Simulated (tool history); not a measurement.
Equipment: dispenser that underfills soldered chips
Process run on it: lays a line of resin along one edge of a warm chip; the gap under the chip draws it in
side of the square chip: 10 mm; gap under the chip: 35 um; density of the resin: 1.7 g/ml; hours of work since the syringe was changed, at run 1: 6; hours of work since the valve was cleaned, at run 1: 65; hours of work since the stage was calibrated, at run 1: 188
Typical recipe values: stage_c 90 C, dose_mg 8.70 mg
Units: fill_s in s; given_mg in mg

run,hour,stage_c,dose_mg,hours of work since the syringe was changed,hours of work since the valve was cleaned,hours of work since the stage was calibrated,fill_s,given_mg
1,0.0,90,8.70,6,65,188,147.7,8.38
# hour 1.1: new syringe of resin
2,3.3,90,8.70,2,67,190,105.0,8.19
3,6.4,90,8.70,4,70,192,121.4,8.22
# hour 10.5: new syringe of resin
4,12.8,102,8.70,2,74,197,74.8,8.26
5,16.2,102,8.70,4,77,200,90.5,8.26
# hour 20.1: new syringe of resin
6,21.0,102,8.70,1,80,203,67.8,8.24
7,26.8,90,8.70,5,85,207,131.1,8.29
# hour 29.6: new syringe of resin
8,32.4,90,9.30,2,88,211,108.1,8.66
9,37.8,98,9.30,6,93,215,113.9,8.76
# hour 39.1: new syringe of resin
10,42.8,98,9.30,3,96,219,89.4,8.70
11,46.1,98,9.30,5,99,221,108.3,8.69
# hour 48.5: new syringe of resin
12,52.7,98,9.30,3,103,226,93.4,8.67
13,57.5,98,9.30,7,107,230,122.5,8.64
# hour 58.3: new syringe of resin
14,64.3,90,8.32,5,112,234,129.3,7.69
# hour 67.9: new syringe of resin
15,68.3,90,8.32,0,114,237,99.5,7.70
16,73.9,90,8.70,4,119,241,132.7,8.04
# hour 77.4: new syringe of resin
17,78.7,89,7.72,1,122,245,109.2,7.08
# hour 81.6: dispensing valve cleaned and set on the balance
18,83.7,100,7.96,4,2,248,94.1,8.00
# hour 87.9: new syringe of resin
19,90.1,100,7.96,2,6,252,78.1,7.88
20,96.4,100,7.96,6,11,257,109.5,7.95
# hour 97.3: new syringe of resin
21,103.0,98,10.51,4,15,262,97.0,10.44
# hour 106.8: new syringe of resin
22,108.3,78,8.70,1,19,265,148.4,8.61
23,111.5,94,10.64,4,22,268,102.7,10.55
# hour 116.1: new syringe of resin
24,117.0,94,10.64,1,26,272,83.9,10.52
25,121.9,96,11.30,4,29,275,100.2,11.16
# hour 125.7: new syringe of resin
26,128.5,96,11.30,2,34,280,86.1,11.13
27,131.4,90,9.42,4,36,282,123.0,9.22
# hour 135.0: new syringe of resin
28,138.1,89,8.07,2,41,287,111.7,7.88
# hour 144.7: new syringe of resin
29,144.7,79,8.33,0,46,292,131.8,8.09
30,149.2,99,10.94,3,49,295,85.7,10.64
31,152.7,103,8.70,6,52,298,95.0,8.42
# hour 154.5: new syringe of resin
32,155.8,86,10.41,1,54,300,109.6,10.10

Consider 5 possible next runs. They are alternatives, not a sequence: every one starts from the tool as it was left by run 32. What does each give?
A,160.3,83,9.60,4,57,303,?,?
B,160.3,85,8.70,4,57,303,?,?
C,160.3,90,9.84,4,57,303,?,?
D,160.3,81,10.93,4,57,303,?,?
E,160.3,100,9.13,4,57,303,?,?

run,fill_s,given_mg
A,155.5,9.21
B,149.0,8.44
C,127.1,9.54
D,164.4,10.51
E,94.4,8.88
With the hidden condition removed and each run's random variation left untouched, the same runs would have given:
run,fill_s,given_mg
A,118.9,9.52
B,113.6,8.72
C,97.1,9.87
D,126.1,10.87
E,71.8,9.19

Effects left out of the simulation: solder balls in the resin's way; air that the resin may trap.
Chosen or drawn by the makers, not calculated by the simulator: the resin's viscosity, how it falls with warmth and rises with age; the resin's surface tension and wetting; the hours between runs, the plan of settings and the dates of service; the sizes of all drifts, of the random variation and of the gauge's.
